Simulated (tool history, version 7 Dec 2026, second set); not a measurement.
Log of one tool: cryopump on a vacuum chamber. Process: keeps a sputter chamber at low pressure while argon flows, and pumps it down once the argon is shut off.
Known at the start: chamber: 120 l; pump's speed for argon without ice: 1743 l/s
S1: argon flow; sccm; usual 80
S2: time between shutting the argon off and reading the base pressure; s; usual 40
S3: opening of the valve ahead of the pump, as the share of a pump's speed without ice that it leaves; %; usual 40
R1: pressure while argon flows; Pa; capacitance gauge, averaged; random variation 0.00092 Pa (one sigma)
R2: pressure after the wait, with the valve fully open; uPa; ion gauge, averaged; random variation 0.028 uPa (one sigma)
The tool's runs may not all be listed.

run 1 hour=0.0 | S1=80 S2=40 S3=40 | R1=0.1945 R2=1.62
run 2 hour=98.7 | S1=80 S2=40 S3=17 | R1=0.4573 R2=1.58
run 3 hour=194.3 | S1=80 S2=40 S3=17 | R1=0.4613 R2=1.61
run 4 hour=288.5 | S1=80 S2=40 S3=17 | R1=0.4677 R2=1.59
run 5 hour=386.4 | S1=80 S2=40 S3=40 | R1=0.2048 R2=1.77
run 6 hour=455.6 | S1=80 S2=40 S3=40 | R1=0.2091 R2=1.74
run 7 hour=528.4 | S1=80 S2=87 S3=40 | R1=0.2120 R2=1.15
-- hour=577.2 pump warmed up, emptied and cooled again
run 8 hour=593.1 | S1=64 S2=27 S3=44 | R1=0.1410 R2=2.26
run 9 hour=664.2 | S1=64 S2=27 S3=55 | R1=0.1160 R2=2.31
run 10 hour=722.9 | S1=64 S2=27 S3=55 | R1=0.1176 R2=2.31

Forecast each of these 5 alternatives for the next run:
run A hour=790.1 | S1=115 S2=72 S3=40 | R1=? R2=?
run B hour=790.1 | S1=39 S2=103 S3=55 | R1=? R2=?
run C hour=790.1 | S1=33 S2=27 S3=55 | R1=? R2=?
run D hour=790.1 | S1=64 S2=22 S3=27 | R1=? R2=?
run E hour=790.1 | S1=55 S2=27 S3=16 | R1=? R2=?

run=A R1=0.2870 R2=1.21
run=B R1=0.0716 R2=1.02
run=C R1=0.0611 R2=2.34
run=D R1=0.2336 R2=2.74
run=E R1=0.3338 R2=2.35
Without the tool's hidden state the same runs would have given:
run=A R1=0.2779 R2=0.83
run=B R1=0.0685 R2=0.63
run=C R1=0.0585 R2=1.95
run=D R1=0.2285 R2=2.35
run=E R1=0.3295 R2=1.96
